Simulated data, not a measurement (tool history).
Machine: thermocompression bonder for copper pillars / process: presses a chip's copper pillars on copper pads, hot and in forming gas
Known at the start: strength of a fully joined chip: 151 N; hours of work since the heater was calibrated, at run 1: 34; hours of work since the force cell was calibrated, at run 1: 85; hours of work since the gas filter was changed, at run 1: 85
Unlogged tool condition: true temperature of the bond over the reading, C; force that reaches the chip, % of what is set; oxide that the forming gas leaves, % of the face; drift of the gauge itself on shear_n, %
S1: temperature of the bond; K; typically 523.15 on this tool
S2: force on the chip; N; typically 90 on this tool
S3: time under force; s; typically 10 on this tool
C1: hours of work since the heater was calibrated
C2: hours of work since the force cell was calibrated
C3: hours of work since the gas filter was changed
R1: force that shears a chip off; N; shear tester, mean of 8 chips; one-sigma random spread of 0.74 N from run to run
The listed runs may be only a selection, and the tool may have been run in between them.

{"run": 1, "hour": 0.0, "S1": 523.15, "S2": 90, "S3": 10, "C1": 34, "C2": 85, "C3": 85, "R1": 98}
{"run": 2, "hour": 43.4, "S1": 523.15, "S2": 90, "S3": 10, "C1": 57, "C2": 107, "C3": 107, "R1": 98.1}
{"run": 3, "hour": 87.1, "S1": 523.15, "S2": 90, "S3": 23, "C1": 79, "C2": 130, "C3": 130, "R1": 117.3}
{"run": 4, "hour": 127.5, "S1": 523.15, "S2": 57, "S3": 10, "C1": 100, "C2": 151, "C3": 151, "R1": 65}
{"run": 5, "hour": 172.5, "S1": 523.15, "S2": 57, "S3": 10, "C1": 124, "C2": 174, "C3": 174, "R1": 63.9}
{"run": 6, "hour": 208.8, "S1": 523.15, "S2": 57, "S3": 10, "C1": 142, "C2": 193, "C3": 193, "R1": 63.8}
{"run": 7, "hour": 237.9, "S1": 523.15, "S2": 90, "S3": 10, "C1": 157, "C2": 208, "C3": 208, "R1": 94.3}
{"run": 8, "hour": 265.9, "S1": 523.15, "S2": 90, "S3": 16, "C1": 172, "C2": 223, "C3": 223, "R1": 103.4}
{"run": 9, "hour": 286.2, "S1": 540.15, "S2": 59, "S3": 21, "C1": 182, "C2": 233, "C3": 233, "R1": 100.7}
{"run": 10, "hour": 315.3, "S1": 540.15, "S2": 59, "S3": 21, "C1": 198, "C2": 248, "C3": 248, "R1": 100.4}
{"hour": 320.9, "done": "force cell calibrated"}
{"run": 11, "hour": 336.7, "S1": 540.15, "S2": 59, "S3": 21, "C1": 208, "C2": 8, "C3": 259, "R1": 100.1}
{"run": 12, "hour": 368.2, "S1": 526.15, "S2": 90, "S3": 27, "C1": 224, "C2": 25, "C3": 275, "R1": 116.1}
{"hour": 384.5, "done": "forming gas filter changed"}
{"run": 13, "hour": 396.6, "S1": 526.15, "S2": 90, "S3": 27, "C1": 239, "C2": 39, "C3": 6, "R1": 127}
{"run": 14, "hour": 419.3, "S1": 517.15, "S2": 90, "S3": 14, "C1": 250, "C2": 51, "C3": 18, "R1": 101.4}
{"hour": 439.6, "done": "force cell calibrated, once more"}
{"run": 15, "hour": 460.8, "S1": 517.15, "S2": 90, "S3": 14, "C1": 271, "C2": 11, "C3": 39, "R1": 99.6}

What if the next run were any one of these 4? Each begins from the tool's condition after run 15:
{"run": "A", "hour": 482.2, "S1": 534.15, "S2": 85, "S3": 6, "C1": 282, "C2": 22, "C3": 50, "R1": "?"}
{"run": "B", "hour": 482.2, "S1": 508.15, "S2": 66, "S3": 14, "C1": 282, "C2": 22, "C3": 50, "R1": "?"}
{"run": "C", "hour": 482.2, "S1": 509.15, "S2": 90, "S3": 10, "C1": 282, "C2": 22, "C3": 50, "R1": "?"}
{"run": "D", "hour": 482.2, "S1": 523.15, "S2": 54, "S3": 10, "C1": 282, "C2": 22, "C3": 50, "R1": "?"}

run=A R1=91.1
run=B R1=67.4
run=C R1=80.3
run=D R1=62.5
With no hidden state in the tool, these same runs would have given:
run=A R1=94.9
run=B R1=70.9
run=C R1=84.1
run=D R1=65.6

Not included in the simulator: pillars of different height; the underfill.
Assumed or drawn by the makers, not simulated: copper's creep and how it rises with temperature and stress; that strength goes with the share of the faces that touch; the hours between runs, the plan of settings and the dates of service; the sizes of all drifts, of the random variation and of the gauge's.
